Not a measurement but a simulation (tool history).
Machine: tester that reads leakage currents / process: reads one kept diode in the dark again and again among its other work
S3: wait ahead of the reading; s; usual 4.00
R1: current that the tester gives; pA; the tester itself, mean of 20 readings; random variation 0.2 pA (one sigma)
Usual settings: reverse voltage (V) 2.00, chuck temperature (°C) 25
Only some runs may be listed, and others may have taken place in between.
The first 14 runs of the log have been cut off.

{"run": 15, "day": 61.05, "reverse voltage (V)": 2.0, "chuck temperature (°C)": 25, "S3": 1.45, "R1": 79.58}
{"run": 16, "day": 66.142, "reverse voltage (V)": 4.77, "chuck temperature (°C)": 25, "S3": 4.0, "R1": 114.9}
{"run": 17, "day": 70.258, "reverse voltage (V)": 4.77, "chuck temperature (°C)": 25, "S3": 4.0, "R1": 115.52}
{"day": 71.229, "done": "chuck's temperature calibrated"}
{"day": 74.921, "done": "probe card cleaned and baked, once more"}
{"run": 18, "day": 75.35, "reverse voltage (V)": 4.77, "chuck temperature (°C)": 25, "S3": 4.0, "R1": 89.28}
{"run": 19, "day": 78.288, "reverse voltage (V)": 4.77, "chuck temperature (°C)": 25, "S3": 4.0, "R1": 90.46}
{"run": 20, "day": 84.5, "reverse voltage (V)": 6.78, "chuck temperature (°C)": 30, "S3": 3.4, "R1": 148.43}
{"run": 21, "day": 90.075, "reverse voltage (V)": 6.78, "chuck temperature (°C)": 30, "S3": 3.4, "R1": 151.47}
{"run": 22, "day": 94.9, "reverse voltage (V)": 3.68, "chuck temperature (°C)": 34, "S3": 2.74, "R1": 162.78}
{"run": 23, "day": 99.633, "reverse voltage (V)": 3.68, "chuck temperature (°C)": 22, "S3": 4.4, "R1": 70.41}
{"run": 24, "day": 103.325, "reverse voltage (V)": 3.68, "chuck temperature (°C)": 22, "S3": 4.4, "R1": 71.44}
{"run": 25, "day": 107.383, "reverse voltage (V)": 9.95, "chuck temperature (°C)": 25, "S3": 4.0, "R1": 129.58}
{"run": 26, "day": 110.25, "reverse voltage (V)": 9.37, "chuck temperature (°C)": 27, "S3": 3.84, "R1": 147.32}
{"run": 27, "day": 113.183, "reverse voltage (V)": 2.58, "chuck temperature (°C)": 39, "S3": 4.28, "R1": 208.15}
{"run": 28, "day": 117.696, "reverse voltage (V)": 2.32, "chuck temperature (°C)": 25, "S3": 0.81, "R1": 78.41}
{"run": 29, "day": 122.729, "reverse voltage (V)": 2.32, "chuck temperature (°C)": 25, "S3": 0.81, "R1": 79.78}
{"run": 30, "day": 125.512, "reverse voltage (V)": 15.29, "chuck temperature (°C)": 22, "S3": 4.0, "R1": 133.7}
{"run": 31, "day": 130.896, "reverse voltage (V)": 2.0, "chuck temperature (°C)": 33, "S3": 4.0, "R1": 132.72}
{"day": 131.621, "done": "chuck's temperature calibrated"}
{"run": 32, "day": 133.592, "reverse voltage (V)": 9.34, "chuck temperature (°C)": 28, "S3": 4.0, "R1": 151.74}
{"run": 33, "day": 136.292, "reverse voltage (V)": 9.34, "chuck temperature (°C)": 28, "S3": 4.0, "R1": 153.0}
{"day": 137.288, "done": "tester calibrated"}
{"run": 34, "day": 139.979, "reverse voltage (V)": 9.34, "chuck temperature (°C)": 28, "S3": 4.0, "R1": 151.48}
{"run": 35, "day": 145.783, "reverse voltage (V)": 13.5, "chuck temperature (°C)": 25, "S3": 0.49, "R1": 153.59}
{"run": 36, "day": 149.696, "reverse voltage (V)": 9.83, "chuck temperature (°C)": 21, "S3": 0.35, "R1": 108.09}
{"run": 37, "day": 154.858, "reverse voltage (V)": 7.13, "chuck temperature (°C)": 54, "S3": 4.7, "R1": 744.05}
{"run": 38, "day": 159.092, "reverse voltage (V)": 7.34, "chuck temperature (°C)": 41, "S3": 4.0, "R1": 337.8}

Branching from run 38: 3 alternative next runs. What would each branch give?
{"run": "A", "day": 163.112, "reverse voltage (V)": 7.04, "chuck temperature (°C)": 22, "S3": 8.0, "R1": "?"}
{"run": "B", "day": 163.112, "reverse voltage (V)": 7.34, "chuck temperature (°C)": 41, "S3": 1.27, "R1": "?"}
{"run": "C", "day": 163.112, "reverse voltage (V)": 2.0, "chuck temperature (°C)": 51, "S3": 0.78, "R1": "?"}

run=A R1=96.87
run=B R1=341.67
run=C R1=402.80
Without the tool's unlogged condition, the same runs would have read:
run=A R1=79.18
run=B R1=308.52
run=C R1=375.31
